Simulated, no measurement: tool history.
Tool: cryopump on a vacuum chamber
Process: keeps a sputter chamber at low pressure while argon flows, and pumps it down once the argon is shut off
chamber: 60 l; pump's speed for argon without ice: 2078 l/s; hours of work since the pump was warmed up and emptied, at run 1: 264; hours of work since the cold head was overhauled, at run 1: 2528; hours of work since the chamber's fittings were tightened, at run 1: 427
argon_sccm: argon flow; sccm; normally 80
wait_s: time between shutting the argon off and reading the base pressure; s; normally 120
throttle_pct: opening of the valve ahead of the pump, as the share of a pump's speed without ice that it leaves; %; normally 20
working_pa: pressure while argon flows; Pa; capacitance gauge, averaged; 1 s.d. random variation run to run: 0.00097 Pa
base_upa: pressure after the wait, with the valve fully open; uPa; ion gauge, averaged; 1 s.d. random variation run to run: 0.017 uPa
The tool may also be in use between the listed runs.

run,hour,argon_sccm,wait_s,throttle_pct,hours of work since the pump was warmed up and emptied,hours of work since the cold head was overhauled,hours of work since the chamber's fittings were tightened,working_pa,base_upa
1,0,80,120,20,264,2528,427,0.3289,0.53
2,63,80,120,20,304,2569,468,0.329,0.57
3,136.7,80,120,20,351,2616,515,0.3287,0.58
4,218.8,80,120,20,403,2668,567,0.3317,0.56
5,281.5,36,120,20,443,2708,607,0.1489,0.59
6,348.2,36,120,20,486,2751,650,0.1491,0.58
7,404.8,80,120,20,522,2787,686,0.3326,0.63
8,449.6,80,120,20,551,2815,714,0.3324,0.56
9,535.5,80,120,20,606,2870,769,0.3337,0.62
10,593,80,120,20,642,2907,806,0.3329,0.61
11,659.5,80,120,33,685,2950,849,0.2064,0.64
12,747,80,120,33,741,3005,905,0.2067,0.63
13,811.7,80,120,20,782,3047,946,0.3356,0.62
14,893,44,120,20,834,3099,998,0.1842,0.64
15,964.8,44,120,20,880,3145,1044,0.1843,0.64
16,1054,44,120,20,937,3202,1101,0.1854,0.62
17,1109.4,44,120,20,972,3237,1136,0.1851,0.64
18,1188.2,40,39,57,1023,3287,1186,0.0633,1.36
19,1258.9,46,108,39,1068,3332,1231,0.1033,0.7
# hour 1288.3: pump warmed up, emptied and cooled again
20,1318.1,51,29,47,19,3367,1266,0.0908,1.69
21,1382.9,34,61,39,60,3408,1307,0.0731,0.95
22,1460.6,34,61,39,110,3458,1357,0.0726,0.98
23,1553.4,34,61,39,169,3517,1416,0.0726,0.97
24,1606.3,84,91,36,203,3551,1450,0.1953,0.76
25,1675.9,84,91,36,248,3596,1495,0.1949,0.75
26,1776.6,80,120,45,312,3660,1559,0.1505,0.64
27,1872.7,80,120,23,373,3721,1620,0.2911,0.67
28,1917.1,110,120,36,402,3750,1649,0.2588,0.64
29,1979.3,110,120,36,441,3789,1688,0.2584,0.69
30,2075.6,110,120,36,503,3851,1750,0.2599,0.69
31,2173.1,110,291,24,565,3913,1812,0.3821,0.48
32,2227.9,80,125,20,600,3948,1847,0.3335,0.67
33,2326.1,61,156,35,663,4011,1910,0.1493,0.58
34,2429.3,61,156,35,729,4077,1976,0.1502,0.61

Entry by entry between the runs, the difference in hidden state between the last listed run before and the first listed run after:
Logged between run 19 and run 20: pump warmed up, emptied and cooled again (hour 1288.3)
  pump's speed, % of a pump's without ice: 87.3 -> 99.7; cold plate's temperature, K: 14.29 -> 14.31; leak into the chamber, uPa l/s: 523 -> 529
  difference, measured minus the result without the unlogged condition, working_pa: +0.0076 -> +0.0022 Pa; base_upa: +0.16 -> +0.12 uPa
